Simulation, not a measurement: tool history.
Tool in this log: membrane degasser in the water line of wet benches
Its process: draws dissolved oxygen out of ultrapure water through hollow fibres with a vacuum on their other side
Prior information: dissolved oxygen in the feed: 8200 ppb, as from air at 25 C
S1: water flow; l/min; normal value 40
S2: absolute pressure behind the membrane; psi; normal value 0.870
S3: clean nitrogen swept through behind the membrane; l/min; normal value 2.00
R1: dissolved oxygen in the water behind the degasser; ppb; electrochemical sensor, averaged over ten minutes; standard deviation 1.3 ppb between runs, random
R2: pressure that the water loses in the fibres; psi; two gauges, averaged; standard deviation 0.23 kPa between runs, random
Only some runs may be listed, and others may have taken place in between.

run,hour,S1,S2,S3,R1,R2
1,0.0,40,0.870,2.00,127.5,8.374
2,152.4,40,0.870,2.00,125.3,8.402
3,370.4,48,0.870,2.00,151.6,10.127
4,536.7,48,0.870,2.00,150.9,10.164
5,692.4,48,0.870,2.00,150.9,10.083
6,907.0,48,0.870,2.00,151.9,10.118
7,1011.8,48,0.870,2.00,152.3,10.182
8,1128.5,34,0.870,2.00,112.4,7.221
9,1230.3,46,0.870,2.00,146.5,9.719
# hour 1336.7: seals of the vacuum lines changed
10,1336.7,40,0.870,2.00,130.2,8.477
11,1473.3,40,0.870,2.00,128.1,8.447
12,1701.9,40,0.870,2.00,127.9,8.517
13,1820.8,40,0.870,2.00,129.9,8.495
14,1961.3,33,0.870,2.00,109.3,6.989
15,2188.8,40,0.870,2.00,133.1,8.501
16,2379.7,40,0.870,5.16,57.5,8.508
17,2553.1,40,0.870,5.16,56.6,8.467
18,2711.9,40,0.870,5.16,56.6,8.470
19,2838.4,40,0.870,5.16,57.1,8.448
20,3067.6,40,0.870,5.16,55.9,8.512
21,3281.2,40,1.012,2.22,161.3,8.496
22,3432.3,40,1.012,2.22,163.2,8.559
23,3567.0,40,1.012,2.22,161.8,8.572
24,3761.0,40,0.870,2.00,136.2,8.557
25,3860.3,51,1.356,5.03,156.8,10.929
26,4045.2,49,0.801,5.00,64.8,10.531
27,4170.5,40,0.593,0.97,92.0,8.544
28,4388.4,57,1.198,1.98,325.1,12.170
29,4514.6,57,1.198,1.98,323.6,12.179
30,4737.1,40,0.870,2.73,104.6,8.567
31,4838.1,40,0.870,2.73,106.1,8.589
32,4988.1,40,0.960,4.04,87.3,8.573

Predict each of these 3 candidate next runs independently; none follows another, all start after run 32:
A,5087.0,52,0.980,1.50,?,?
B,5087.0,25,0.766,0.89,?,?
C,5087.0,31,0.622,1.35,?,?

run,R1,R2
A,275.2,11.206
B,140.9,5.395
C,68.2,6.654
Stripped of hidden state, with their random variation kept, the same runs would have yielded:
run,R1,R2
A,254.7,10.712
B,124.4,5.159
C,54.5,6.361

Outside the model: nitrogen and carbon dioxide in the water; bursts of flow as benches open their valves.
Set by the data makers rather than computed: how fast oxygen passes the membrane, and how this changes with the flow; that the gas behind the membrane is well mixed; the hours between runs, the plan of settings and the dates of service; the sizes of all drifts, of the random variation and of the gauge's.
